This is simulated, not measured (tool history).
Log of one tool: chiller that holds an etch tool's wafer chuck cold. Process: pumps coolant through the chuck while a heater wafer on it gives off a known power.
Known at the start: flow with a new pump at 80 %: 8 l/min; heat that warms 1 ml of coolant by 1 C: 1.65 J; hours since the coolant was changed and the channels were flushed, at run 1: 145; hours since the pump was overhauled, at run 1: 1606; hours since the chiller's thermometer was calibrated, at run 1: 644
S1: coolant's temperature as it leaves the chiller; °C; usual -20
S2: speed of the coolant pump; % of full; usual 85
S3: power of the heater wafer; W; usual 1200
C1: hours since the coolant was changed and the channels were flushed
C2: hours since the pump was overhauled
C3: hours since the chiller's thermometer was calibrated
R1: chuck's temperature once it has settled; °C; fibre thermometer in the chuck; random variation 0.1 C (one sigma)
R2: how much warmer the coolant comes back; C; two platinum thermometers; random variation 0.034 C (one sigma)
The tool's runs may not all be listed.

{"run": 1, "hour": 0.0, "S1": -20, "S2": 85, "S3": 1200, "C1": 145, "C2": 1606, "C3": 644, "R1": -6.2, "R2": 5.19}
{"run": 2, "hour": 59.3, "S1": -20, "S2": 85, "S3": 1200, "C1": 204, "C2": 1666, "C3": 703, "R1": -6.4, "R2": 5.27}
{"run": 3, "hour": 134.0, "S1": -20, "S2": 85, "S3": 716, "C1": 279, "C2": 1740, "C3": 778, "R1": -11.6, "R2": 3.15}
{"run": 4, "hour": 213.5, "S1": -20, "S2": 85, "S3": 716, "C1": 358, "C2": 1820, "C3": 857, "R1": -11.9, "R2": 3.19}
{"run": 5, "hour": 272.1, "S1": -20, "S2": 85, "S3": 716, "C1": 417, "C2": 1879, "C3": 916, "R1": -11.6, "R2": 3.22}
{"run": 6, "hour": 350.1, "S1": -20, "S2": 80, "S3": 716, "C1": 495, "C2": 1957, "C3": 994, "R1": -11.3, "R2": 3.3}
{"run": 7, "hour": 414.2, "S1": -20, "S2": 85, "S3": 1200, "C1": 559, "C2": 2021, "C3": 1058, "R1": -5.9, "R2": 5.33}
{"run": 8, "hour": 449.7, "S1": -20, "S2": 85, "S3": 1200, "C1": 594, "C2": 2056, "C3": 1093, "R1": -6.0, "R2": 5.31}
{"run": 9, "hour": 502.4, "S1": -20, "S2": 85, "S3": 1200, "C1": 647, "C2": 2109, "C3": 1146, "R1": -6.2, "R2": 5.29}
{"run": 10, "hour": 566.7, "S1": -20, "S2": 85, "S3": 1200, "C1": 711, "C2": 2173, "C3": 1210, "R1": -5.9, "R2": 5.33}
{"run": 11, "hour": 600.7, "S1": -20, "S2": 85, "S3": 1443, "C1": 745, "C2": 2207, "C3": 1244, "R1": -3.1, "R2": 6.42}
{"run": 12, "hour": 636.0, "S1": -20, "S2": 85, "S3": 1443, "C1": 780, "C2": 2242, "C3": 1280, "R1": -3.0, "R2": 6.35}
{"run": 13, "hour": 676.7, "S1": -20, "S2": 99, "S3": 1443, "C1": 821, "C2": 2283, "C3": 1320, "R1": -4.8, "R2": 5.5}
{"run": 14, "hour": 750.7, "S1": -20, "S2": 99, "S3": 1443, "C1": 895, "C2": 2357, "C3": 1394, "R1": -4.7, "R2": 5.53}
{"run": 15, "hour": 831.8, "S1": -20, "S2": 99, "S3": 1443, "C1": 976, "C2": 2438, "C3": 1475, "R1": -4.7, "R2": 5.52}
{"run": 16, "hour": 911.3, "S1": -20, "S2": 99, "S3": 1443, "C1": 1056, "C2": 2518, "C3": 1555, "R1": -4.7, "R2": 5.49}
{"run": 17, "hour": 968.8, "S1": -12, "S2": 93, "S3": 1200, "C1": 1113, "C2": 2575, "C3": 1613, "R1": 1.4, "R2": 4.87}
{"run": 18, "hour": 1030.2, "S1": -11, "S2": 85, "S3": 1077, "C1": 1175, "C2": 2637, "C3": 1674, "R1": 1.8, "R2": 4.78}
{"run": 19, "hour": 1088.5, "S1": -22, "S2": 61, "S3": 708, "C1": 1233, "C2": 2695, "C3": 1732, "R1": -11.2, "R2": 4.32}
{"run": 20, "hour": 1129.0, "S1": -25, "S2": 62, "S3": 992, "C1": 1273, "C2": 2735, "C3": 1773, "R1": -10.0, "R2": 6.03}
{"run": 21, "hour": 1203.6, "S1": -13, "S2": 92, "S3": 1464, "C1": 1348, "C2": 2810, "C3": 1847, "R1": 3.5, "R2": 6.04}
{"run": 22, "hour": 1266.3, "S1": -14, "S2": 68, "S3": 1464, "C1": 1411, "C2": 2873, "C3": 1910, "R1": 6.7, "R2": 8.07}
{"run": 23, "hour": 1305.0, "S1": -14, "S2": 68, "S3": 1464, "C1": 1449, "C2": 2911, "C3": 1949, "R1": 6.7, "R2": 8.07}
{"run": 24, "hour": 1343.1, "S1": -14, "S2": 68, "S3": 1464, "C1": 1488, "C2": 2949, "C3": 1987, "R1": 6.7, "R2": 8.12}
{"run": 25, "hour": 1424.5, "S1": -17, "S2": 85, "S3": 1200, "C1": 1569, "C2": 3031, "C3": 2068, "R1": -2.6, "R2": 5.36}
{"run": 26, "hour": 1504.5, "S1": -27, "S2": 82, "S3": 831, "C1": 1649, "C2": 3111, "C3": 2148, "R1": -16.4, "R2": 3.89}
{"hour": 1544.2, "done": "chiller's thermometer calibrated"}
{"run": 27, "hour": 1569.1, "S1": -29, "S2": 82, "S3": 632, "C1": 1713, "C2": 3175, "C3": 25, "R1": -21.1, "R2": 2.92}
{"run": 28, "hour": 1632.3, "S1": -25, "S2": 84, "S3": 1200, "C1": 1776, "C2": 3238, "C3": 88, "R1": -10.4, "R2": 5.46}
{"run": 29, "hour": 1696.4, "S1": -25, "S2": 84, "S3": 925, "C1": 1840, "C2": 3302, "C3": 152, "R1": -13.7, "R2": 4.2}
{"run": 30, "hour": 1743.6, "S1": -15, "S2": 63, "S3": 1755, "C1": 1887, "C2": 3349, "C3": 199, "R1": 11.6, "R2": 10.51}
{"run": 31, "hour": 1809.2, "S1": -22, "S2": 61, "S3": 675, "C1": 1953, "C2": 3415, "C3": 265, "R1": -11.5, "R2": 4.22}
{"run": 32, "hour": 1860.4, "S1": -22, "S2": 61, "S3": 675, "C1": 2004, "C2": 3466, "C3": 316, "R1": -11.5, "R2": 4.19}

Forecast each of these 4 alternatives for the next run:
{"run": "A", "hour": 1911.6, "S1": -24, "S2": 75, "S3": 864, "C1": 2055, "C2": 3517, "C3": 367, "R1": "?", "R2": "?"}
{"run": "B", "hour": 1911.6, "S1": -22, "S2": 61, "S3": 627, "C1": 2055, "C2": 3517, "C3": 367, "R1": "?", "R2": "?"}
{"run": "C", "hour": 1911.6, "S1": -24, "S2": 82, "S3": 865, "C1": 2055, "C2": 3517, "C3": 367, "R1": "?", "R2": "?"}
{"run": "D", "hour": 1911.6, "S1": -21, "S2": 98, "S3": 772, "C1": 2055, "C2": 3517, "C3": 367, "R1": "?", "R2": "?"}

run=A R1=-12.4 R2=4.44
run=B R1=-12.2 R2=3.94
run=C R1=-12.9 R2=4.06
run=D R1=-12.5 R2=2.99
Without the tool's hidden state the same runs would have given:
run=A R1=-13.5 R2=4.21
run=B R1=-13.2 R2=3.75
run=C R1=-14.0 R2=3.86
run=D R1=-13.4 R2=2.84

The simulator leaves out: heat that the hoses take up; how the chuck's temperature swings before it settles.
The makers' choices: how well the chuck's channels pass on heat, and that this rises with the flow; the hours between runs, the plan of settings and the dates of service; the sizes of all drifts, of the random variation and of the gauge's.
